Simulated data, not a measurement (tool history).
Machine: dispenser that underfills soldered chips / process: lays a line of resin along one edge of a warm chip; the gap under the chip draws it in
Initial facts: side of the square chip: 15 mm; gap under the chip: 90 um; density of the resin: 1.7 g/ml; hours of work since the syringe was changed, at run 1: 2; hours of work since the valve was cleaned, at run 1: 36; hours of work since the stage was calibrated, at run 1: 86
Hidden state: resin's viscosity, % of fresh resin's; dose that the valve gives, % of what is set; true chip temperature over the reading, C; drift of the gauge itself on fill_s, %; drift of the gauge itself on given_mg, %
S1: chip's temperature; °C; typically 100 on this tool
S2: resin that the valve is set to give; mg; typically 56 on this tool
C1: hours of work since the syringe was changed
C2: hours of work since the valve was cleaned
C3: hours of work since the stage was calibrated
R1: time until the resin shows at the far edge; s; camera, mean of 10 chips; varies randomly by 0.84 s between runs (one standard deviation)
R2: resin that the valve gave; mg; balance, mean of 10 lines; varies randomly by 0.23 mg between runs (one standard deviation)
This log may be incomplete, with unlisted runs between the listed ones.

run,hour,S1,S2,C1,C2,C3,R1,R2
1,0,100,56,2,36,86,92.4,53.69
2,4.3,100,56,5,38,88,113.7,53.42
3,7.3,107,56,7,40,90,95.8,53.51
4,9.7,107,56,9,42,92,105.2,53.51
# hour 12.6: new syringe of resin
5,13.9,100,56,1,44,94,84,53.24
6,17.1,100,56,3,46,96,98.2,53.09
7,19.3,100,56,4,48,98,106,53.59
8,23.1,100,56,7,50,100,124.1,52.65
9,27.4,100,56,10,53,103,147.5,53.14
# hour 28.9: new syringe of resin
10,30.4,100,56,1,55,105,85.8,52.71
11,33.5,100,56,3,57,107,97.8,52.63
12,37.9,100,56,6,60,110,118.7,52.51
13,40.5,100,65,7,61,111,129.6,61.15
14,44,100,56,10,63,114,154.1,52.53
# hour 45.4: dispensing valve cleaned and set on the balance
# hour 46.4: new syringe of resin
15,48.7,100,56,1,2,116,89.3,55.75
16,52.2,100,56,4,4,118,103.6,55.89
17,55.5,100,56,6,6,120,119.5,55.57
18,57.9,100,62,7,8,122,131.6,61.56
19,61.5,100,62,10,10,124,152.3,61.5
# hour 62.8: new syringe of resin
20,65.5,100,62,2,12,126,88.8,61.24
21,68.7,100,62,4,15,128,100.7,61.44
22,73.3,108,72.7,7,17,131,89.4,71.63
23,77.4,87,48.3,9,20,134,264.3,47.79
# hour 79.5: new syringe of resin
24,79.9,99,69.4,0,22,135,85.7,67.41
25,83,102,55.7,2,24,137,87.5,54.76
26,86.3,111,55.4,4,26,139,70.5,54.03
27,88.9,100,70.3,6,27,141,118.2,68.43
28,93.3,93,48,9,30,144,199.6,46.73
# hour 95.8: new syringe of resin
29,97.8,100,72.2,1,33,147,87.5,69.76
30,101.7,100,48.9,4,35,149,108,47.3
31,105.1,100,48.9,6,38,151,124.8,46.97
32,108.9,98,59.8,8,40,154,152,57.59
33,111,89,56,10,41,155,249,53.62
# hour 112.3: new syringe of resin
34,114.9,112,47.9,2,44,157,58,46.13
35,117.2,112,47.9,3,45,159,62.9,45.78
36,120.4,95,55.1,5,47,161,140.1,52.4

Predict each of these 3 candidate next runs independently; none follows another, all start after run 36:
A,123.5,100,70.4,7,49,163,?,?
B,123.5,112,55.1,7,49,163,?,?
C,123.5,107,56,7,49,163,?,?

run,R1,R2
A,126.3,67.04
B,82.2,52.55
C,99.1,53.38
The same runs, with their run-to-run variation unchanged, on a tool lacking any hidden condition would have given:
run,R1,R2
A,76.8,70.3
B,50.1,55.1
C,60,55.97

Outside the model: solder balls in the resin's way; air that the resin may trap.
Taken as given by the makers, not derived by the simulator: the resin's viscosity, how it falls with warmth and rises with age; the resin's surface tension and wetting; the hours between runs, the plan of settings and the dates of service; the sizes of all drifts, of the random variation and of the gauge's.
